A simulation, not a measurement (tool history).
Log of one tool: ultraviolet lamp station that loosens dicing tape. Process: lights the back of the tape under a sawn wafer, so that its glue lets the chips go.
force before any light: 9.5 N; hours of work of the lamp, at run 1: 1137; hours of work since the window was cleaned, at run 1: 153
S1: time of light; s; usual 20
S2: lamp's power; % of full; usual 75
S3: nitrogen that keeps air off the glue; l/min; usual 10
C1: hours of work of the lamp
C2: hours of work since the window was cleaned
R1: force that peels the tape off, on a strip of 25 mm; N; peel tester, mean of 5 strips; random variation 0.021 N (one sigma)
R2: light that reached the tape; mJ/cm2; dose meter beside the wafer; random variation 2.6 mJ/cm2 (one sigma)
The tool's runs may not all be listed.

run,hour,S1,S2,S3,C1,C2,R1,R2
1,0.0,20,75,10,1137,153,1.934,231
2,34.7,20,75,10,1157,173,1.938,227
3,88.5,20,75,10,1189,205,2.102,220
4,143.1,20,75,10,1221,237,2.108,215
5,198.3,20,75,10,1254,270,2.232,211
# hour 204.2: window cleaned of glue's vapour
6,225.4,20,83,10,1269,13,1.655,260
7,257.1,20,83,10,1288,31,1.621,253
8,311.0,20,83,10,1320,63,1.737,247
9,349.3,20,75,10,1342,86,2.065,218
10,375.1,20,75,10,1358,101,2.077,214
11,402.7,20,75,10,1374,117,2.154,210
12,460.4,38,75,10,1408,151,0.718,392
13,518.6,20,75,5,1442,186,2.789,205
14,543.4,20,75,4,1457,200,3.156,198
15,571.2,20,75,4,1473,217,3.267,199
16,613.2,20,75,4,1498,241,3.261,193
17,659.8,12,75,9,1526,269,4.358,113
# hour 666.9: window cleaned of glue's vapour
18,695.6,12,75,9,1547,17,4.097,124
19,728.3,11,99,9,1566,36,3.351,150
20,757.8,11,99,9,1583,54,3.533,148
21,806.4,20,75,4,1612,82,3.266,200
# hour 849.9: lamp changed
22,860.0,20,75,4,6,113,1.779,317
23,893.4,23,69,5,26,133,1.477,328
24,941.6,17,87,15,54,162,1.091,299
25,971.0,17,87,15,71,179,1.079,295
26,1004.2,17,80,15,91,199,1.301,264
27,1032.4,13,63,10,108,215,3.126,165
28,1068.7,32,63,9,129,237,0.782,387

3 ways to go on from here, each from the tool as it stands after run 28. What would each give?
A,1127.9,24,83,10,164,271,?,?
B,1127.9,28,60,10,164,271,?,?
C,1127.9,19,63,8,164,271,?,?

run,R1,R2
A,0.804,374
B,1.125,315
C,2.206,226
Without the tool's hidden state the same runs would have given:
run,R1,R2
A,0.558,444
B,0.797,374
C,1.700,268
